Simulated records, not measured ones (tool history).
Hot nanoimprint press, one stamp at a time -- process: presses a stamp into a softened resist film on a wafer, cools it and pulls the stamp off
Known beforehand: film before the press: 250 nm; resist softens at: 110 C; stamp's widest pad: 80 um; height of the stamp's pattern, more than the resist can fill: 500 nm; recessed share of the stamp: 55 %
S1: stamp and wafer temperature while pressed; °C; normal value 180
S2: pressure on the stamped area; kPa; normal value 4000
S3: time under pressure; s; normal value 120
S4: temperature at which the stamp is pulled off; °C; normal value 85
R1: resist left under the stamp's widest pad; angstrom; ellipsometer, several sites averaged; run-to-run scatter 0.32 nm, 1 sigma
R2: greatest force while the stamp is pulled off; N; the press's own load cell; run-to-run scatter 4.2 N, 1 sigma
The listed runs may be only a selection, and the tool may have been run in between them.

run 1 hour=0.0 | S1=180 S2=4000 S3=120 S4=85 | R1=843 R2=270
run 2 hour=13.6 | S1=180 S2=4000 S3=120 S4=85 | R1=846 R2=284
-- hour=25.8 stamp cleaned and given a new release coat
-- hour=30.1 plate thermocouple calibrated
run 3 hour=32.7 | S1=180 S2=4000 S3=120 S4=85 | R1=899 R2=201
run 4 hour=46.1 | S1=180 S2=5900 S3=120 S4=85 | R1=719 R2=208
run 5 hour=56.2 | S1=180 S2=5880 S3=120 S4=85 | R1=721 R2=208
run 6 hour=75.0 | S1=180 S2=4000 S3=221 S4=85 | R1=726 R2=218
run 7 hour=84.8 | S1=180 S2=4000 S3=221 S4=85 | R1=728 R2=214
run 8 hour=94.4 | S1=181 S2=4000 S3=120 S4=85 | R1=863 R2=215
run 9 hour=112.1 | S1=181 S2=4000 S3=120 S4=85 | R1=866 R2=209
run 10 hour=122.8 | S1=181 S2=4000 S3=120 S4=85 | R1=864 R2=219
run 11 hour=130.9 | S1=171 S2=4920 S3=103 S4=72 | R1=1217 R2=271
run 12 hour=147.3 | S1=180 S2=3800 S3=157 S4=77 | R1=837 R2=258
run 13 hour=159.1 | S1=174 S2=5940 S3=201 S4=71 | R1=774 R2=281
run 14 hour=168.4 | S1=180 S2=4000 S3=91 S4=87 | R1=980 R2=224
run 15 hour=181.8 | S1=180 S2=4050 S3=91 S4=87 | R1=979 R2=222
run 16 hour=191.9 | S1=180 S2=4050 S3=91 S4=87 | R1=979 R2=215
run 17 hour=202.6 | S1=180 S2=2540 S3=231 S4=85 | R1=918 R2=239
run 18 hour=220.1 | S1=180 S2=4350 S3=123 S4=85 | R1=844 R2=241

Below are 5 alternative next runs, each starting from the tool's condition after run 18. Predict each:
run A hour=231.8 | S1=180 S2=4350 S3=123 S4=86 | R1=? R2=?
run B hour=231.8 | S1=169 S2=4350 S3=76 S4=85 | R1=? R2=?
run C hour=231.8 | S1=185 S2=3130 S3=120 S4=85 | R1=? R2=?
run D hour=231.8 | S1=169 S2=4340 S3=203 S4=85 | R1=? R2=?
run E hour=231.8 | S1=180 S2=2620 S3=115 S4=90 | R1=? R2=?

run=A R1=844 R2=233
run=B R1=1521 R2=247
run=C R1=852 R2=246
run=D R1=1132 R2=246
run=E R1=1148 R2=221
What these runs would have given with no unlogged condition in the tool:
run=A R1=827 R2=197
run=B R1=1499 R2=208
run=C R1=841 R2=208
run=D R1=1112 R2=208
run=E R1=1139 R2=187
